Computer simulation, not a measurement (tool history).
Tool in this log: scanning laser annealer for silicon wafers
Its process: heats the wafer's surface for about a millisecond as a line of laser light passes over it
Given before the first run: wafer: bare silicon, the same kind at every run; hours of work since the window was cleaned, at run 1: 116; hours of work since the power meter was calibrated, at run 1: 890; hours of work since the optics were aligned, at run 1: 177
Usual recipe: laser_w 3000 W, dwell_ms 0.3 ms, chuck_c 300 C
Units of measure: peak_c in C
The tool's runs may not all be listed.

run,hour,laser_w,dwell_ms,chuck_c,hours of work since the window was cleaned,hours of work since the power meter was calibrated,hours of work since the optics were aligned,peak_c
1,0,3000,0.3,300,116,890,177,1108
2,59.1,3000,0.3,300,145,919,206,1101
3,134.4,3000,0.3,307,181,956,243,1099
4,192.5,3000,0.3,307,210,984,271,1099
5,232.9,3000,0.3,307,230,1004,291,1096
6,273.5,3000,0.3,307,249,1024,310,1094
7,317.9,3000,0.3,307,271,1045,332,1093
8,390.3,3000,0.3,300,306,1081,367,1081
# hour 399.9: optics aligned, line set to its width
9,449,2593,0.259,260,333,1107,24,870
10,511.3,3208,0.259,260,363,1137,54,1041
11,558.2,2592,0.214,262,386,1160,77,817
12,640.9,2592,0.214,262,426,1201,118,809
13,683.3,2919,0.237,265,447,1221,138,925
14,769.3,3000,0.257,265,489,1263,180,968
15,820.9,3001,0.295,271,514,1288,205,1019
16,868.8,3130,0.282,299,537,1312,229,1062

Selected run-to-run steps in peak_c, each split into two signed amounts: the part the tool would show with no hidden state at all (from settings, incoming material and random variation), and the remainder, which goes to the hidden state together with any gauge scatter not common to the measured and the hidden-state-free results:
The hidden state here: light that passes the window, % of a clean one's; laser's true power over the reading, %; width of the line over the set one, %; drift of the gauge itself on peak_c, C.
Run 9 -> 10: laser_w 2593 -> 3208. peak_c +171 C: hidden state -16, all else +187.
Run 10 -> 11: laser_w 3208 -> 2592, dwell_ms 0.259 -> 0.214, chuck_c 260 -> 262. peak_c -224 C: hidden state +15, all else -239.

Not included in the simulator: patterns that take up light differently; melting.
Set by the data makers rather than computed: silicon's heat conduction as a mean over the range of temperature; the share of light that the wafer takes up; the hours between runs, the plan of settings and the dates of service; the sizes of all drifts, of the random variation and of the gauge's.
